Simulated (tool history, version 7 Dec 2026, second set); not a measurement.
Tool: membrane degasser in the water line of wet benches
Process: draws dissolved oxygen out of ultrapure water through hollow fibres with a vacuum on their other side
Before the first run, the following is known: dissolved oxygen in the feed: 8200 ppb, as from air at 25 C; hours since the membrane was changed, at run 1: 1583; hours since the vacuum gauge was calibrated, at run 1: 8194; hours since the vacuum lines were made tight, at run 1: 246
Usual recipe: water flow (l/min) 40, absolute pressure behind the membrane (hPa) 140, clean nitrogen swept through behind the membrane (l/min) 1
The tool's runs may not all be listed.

run     day  water flow (l/min)  absolute pressure behind the membrane (hPa)  clean nitrogen swept through behind the membrane (l/min)  hours since the membrane was changed  hours since the vacuum gauge was calibrated  hours since the vacuum lines were made tight  dissolved oxygen in the water behind the degasser (ppb)  pressure that the water loses in the fibres (hPa)
  1       0                  40                                          140                                                         1                                  1583                                         8194                                           246                                                    890.4                                              452.8
  2   1.904                  40                                          215                                                         1                                  1629                                         8239                                           292                                                   1351.4                                                452
  3   3.675                  40                                          140                                                         1                                  1672                                         8282                                           334                                                    882.8                                                450
  4   6.171                  40                                          140                                                         1                                  1731                                         8342                                           394                                                    872.5                                              451.5
  5   8.179                  40                                          140                                                         1                                  1780                                         8390                                           442                                                    877.9                                              451.3
  6   9.204                  40                                          140                                                         1                                  1804                                         8415                                           467                                                    871.4                                                451
  7  10.242                  40                                          140                                                         1                                  1829                                         8439                                           492                                                    884.6                                                455
     10.779  -- vacuum gauge calibrated
  8  11.721                  40                                          164                                                         1                                  1864                                           23                                           527                                                   1008.4                                              450.3
  9  14.125                  40                                          164                                                         1                                  1922                                           80                                           584                                                    997.8                                              452.9
 10  15.317                  40                                          140                                                         1                                  1950                                          109                                           613                                                    853.6                                              455.5
 11  16.408                  40                                          140                                                         1                                  1977                                          135                                           639                                                    837.1                                              449.6
 12  17.604                  40                                          140                                                         1                                  2005                                          164                                           668                                                    845.8                                              450.5
 13  19.392                  40                                          140                                                         1                                  2048                                          207                                           711                                                    844.9                                              455.2
 14  21.738                  40                                          140                                                      1.07                                  2105                                          263                                           767                                                    821.5                                              451.6
 15  23.979                  40                                          140                                                      1.07                                  2158                                          317                                           821                                                    819.8                                              448.9
 16  25.404                  40                                          140                                                      1.07                                  2193                                          351                                           855                                                    795.4                                              451.3
 17  27.588                  40                                          140                                                      1.07                                  2245                                          403                                           907                                                    809.4                                              453.1
 18  29.321                  47                                          162                                                      0.65                                  2287                                          445                                           949                                                   1506.5                                              530.8
 19  31.071                  47                                          162                                                      0.65                                  2329                                          487                                           991                                                   1464.2                                              532.3
 20  33.412                  62                                          131                                                      0.54                                  2385                                          543                                          1047                                                   1579.8                                              701.3
 21  34.675                  50                                          181                                                      0.79                                  2415                                          574                                          1078                                                   1545.3                                              564.9
 22  36.642                  62                                          115                                                       0.7                                  2462                                          621                                          1125                                                   1210.9                                              703.2
 23  38.812                  36                                          308                                                         1                                  2514                                          673                                          1177                                                   1727.3                                              409.9
 24  40.408                  53                                          140                                                      0.95                                  2553                                          711                                          1215                                                   1100.8                                              598.4
 25  42.467                  29                                          338                                                      2.64                                  2602                                          761                                          1265                                                    751.5                                              327.8
 26  44.229                  33                                          140                                                         1                                  2644                                          803                                          1307                                                    715.1                                              373.6
 27  45.712                  33                                          140                                                         1                                  2680                                          838                                          1342                                                    720.8                                              376.5
 28    46.8                  43                                          196                                                      2.21                                  2706                                          865                                          1369                                                    722.7                                              488.2
 29  49.175                  43                                          196                                                      2.21                                  2763                                          922                                          1426                                                    721.3                                              487.5
 30  50.333                  43                                          196                                                      2.21                                  2791                                          949                                          1453                                                      721                                              486.1
 31  52.412                  36                                          140                                                      0.46                                  2841                                          999                                          1503                                                   1304.2                                                406
 32  53.542                  52                                          257                                                      2.75                                  2868                                         1026                                          1530                                                    954.6                                              588.4

3 options for the next run, each taken on its own from the tool as it stands now. Forecast them:
  A  54.854                  52                                          144                                                      2.75                                  2899                                         1058                                          1562                                                        ?                                                  ?
  B  54.854                  26                                          257                                                      0.74                                  2899                                         1058                                          1562                                                        ?                                                  ?
  C  54.854                  30                                          140                                                      0.49                                  2899                                         1058                                          1562                                                        ?                                                  ?

run  dissolved oxygen in the water behind the degasser (ppb)  pressure that the water loses in the fibres (hPa)
  A                                                    550.4                                              588.7
  B                                                   1391.6                                              293.9
  C                                                   1114.7                                              343.2
What these runs would have given with no unlogged condition in the tool:
run  dissolved oxygen in the water behind the degasser (ppb)  pressure that the water loses in the fibres (hPa)
  A                                                    538.4                                              578.9
  B                                                   1382.5                                                289
  C                                                   1101.4                                              337.5
